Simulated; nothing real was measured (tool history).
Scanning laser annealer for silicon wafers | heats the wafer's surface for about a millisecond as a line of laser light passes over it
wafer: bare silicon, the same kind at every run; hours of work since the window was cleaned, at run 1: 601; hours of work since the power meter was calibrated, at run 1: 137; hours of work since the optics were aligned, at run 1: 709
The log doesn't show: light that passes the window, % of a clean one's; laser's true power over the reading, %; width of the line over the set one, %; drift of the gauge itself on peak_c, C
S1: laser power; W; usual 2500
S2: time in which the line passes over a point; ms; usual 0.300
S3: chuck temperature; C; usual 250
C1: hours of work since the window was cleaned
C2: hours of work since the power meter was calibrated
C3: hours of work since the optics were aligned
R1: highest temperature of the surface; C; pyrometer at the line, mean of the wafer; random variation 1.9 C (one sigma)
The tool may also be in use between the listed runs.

| run | day | S1 | S2 | S3 | C1 | C2 | C3 | R1 |
|---|---|---|---|---|---|---|---|---|
| 1 | 0.000 | 2500 | 0.300 | 250 | 601 | 137 | 709 | 1063 |
| 2 | 0.229 | 2500 | 0.300 | 250 | 604 | 139 | 712 | 1065 |
| 3 | 0.562 | 2500 | 0.300 | 250 | 607 | 142 | 715 | 1066 |
| 4 | 0.825 | 2500 | 0.300 | 250 | 610 | 145 | 718 | 1061 |
| 5 | 1.250 | 2500 | 0.300 | 250 | 614 | 150 | 722 | 1063 |
| 6 | 1.471 | 2500 | 0.300 | 250 | 617 | 152 | 725 | 1059 |
| 7 | 1.871 | 2500 | 0.300 | 250 | 621 | 156 | 729 | 1056 |
| 8 | 2.204 | 2500 | 0.317 | 250 | 624 | 159 | 732 | 1084 |
| 9 | 2.525 | 2500 | 0.300 | 250 | 628 | 163 | 736 | 1061 |
| 10 | 2.804 | 2500 | 0.378 | 250 | 630 | 166 | 739 | 1167 |
| 11 | 3.158 | 2500 | 0.300 | 250 | 634 | 169 | 742 | 1056 |
| 12 | 3.354 | 2500 | 0.300 | 250 | 636 | 171 | 744 | 1059 |
| 13 | 3.600 | 2500 | 0.300 | 250 | 639 | 174 | 747 | 1060 |
|  | 3.704 | window over the wafer cleaned |
| 14 | 3.867 | 2500 | 0.300 | 250 | 2 | 176 | 749 | 1054 |
| 15 | 4.146 | 2500 | 0.300 | 245 | 5 | 179 | 752 | 1046 |
| 16 | 4.371 | 2500 | 0.300 | 245 | 7 | 181 | 754 | 1051 |
| 17 | 4.767 | 2500 | 0.300 | 287 | 11 | 185 | 758 | 1090 |
|  | 5.092 | window over the wafer cleaned, once more |
| 18 | 5.100 | 2500 | 0.300 | 287 | 0 | 188 | 761 | 1110 |
| 19 | 5.450 | 2500 | 0.300 | 287 | 4 | 191 | 764 | 1111 |
| 20 | 5.671 | 2500 | 0.300 | 287 | 6 | 194 | 767 | 1112 |
| 21 | 5.967 | 2500 | 0.300 | 287 | 9 | 197 | 770 | 1109 |
| 22 | 6.425 | 2409 | 0.300 | 238 | 14 | 202 | 775 | 1019 |
| 23 | 6.725 | 2409 | 0.300 | 238 | 17 | 205 | 778 | 1020 |
| 24 | 7.171 | 2500 | 0.284 | 250 | 22 | 209 | 782 | 1049 |
| 25 | 7.554 | 2500 | 0.285 | 223 | 26 | 213 | 786 | 1022 |
| 26 | 7.762 | 2500 | 0.285 | 223 | 28 | 216 | 789 | 1024 |
| 27 | 8.221 | 2500 | 0.285 | 223 | 33 | 220 | 793 | 1025 |
| 28 | 8.554 | 2500 | 0.285 | 223 | 36 | 224 | 797 | 1026 |
| 29 | 8.875 | 2468 | 0.300 | 242 | 39 | 227 | 800 | 1055 |
| 30 | 9.267 | 2509 | 0.293 | 280 | 43 | 231 | 804 | 1095 |
| 31 | 9.512 | 2346 | 0.283 | 220 | 46 | 234 | 807 | 952 |
| 32 | 9.904 | 2346 | 0.283 | 220 | 50 | 238 | 811 | 950 |
| 33 | 10.271 | 2709 | 0.283 | 267 | 54 | 242 | 815 | 1154 |
| 34 | 10.700 | 2259 | 0.283 | 219 | 58 | 246 | 819 | 912 |
| 35 | 10.983 | 2434 | 0.258 | 268 | 61 | 249 | 822 | 1002 |
| 36 | 11.425 | 2429 | 0.328 | 240 | 66 | 254 | 827 | 1067 |
| 37 | 11.692 | 2152 | 0.300 | 248 | 69 | 256 | 829 | 919 |
| 38 | 12.000 | 2707 | 0.236 | 236 | 72 | 260 | 833 | 1039 |
| 39 | 12.288 | 2707 | 0.236 | 236 | 75 | 263 | 836 | 1040 |
| 40 | 12.579 | 2707 | 0.236 | 236 | 78 | 266 | 839 | 1036 |
| 41 | 12.804 | 2130 | 0.287 | 222 | 80 | 268 | 841 | 869 |
| 42 | 13.267 | 2130 | 0.287 | 222 | 85 | 273 | 846 | 868 |

Forecast each of these 3 alternatives for the next run:
| A | 13.533 | 2503 | 0.220 | 272 | 88 | 276 | 849 | ? |
| B | 13.533 | 2337 | 0.237 | 236 | 88 | 276 | 849 | ? |
| C | 13.533 | 2500 | 0.300 | 239 | 88 | 276 | 849 | ? |

| run | R1 |
|---|---|
| A | 968 |
| B | 896 |
| C | 1056 |
Without the tool's hidden state the same runs would have given:
| run | R1 |
|---|---|
| A | 990 |
| B | 917 |
| C | 1082 |
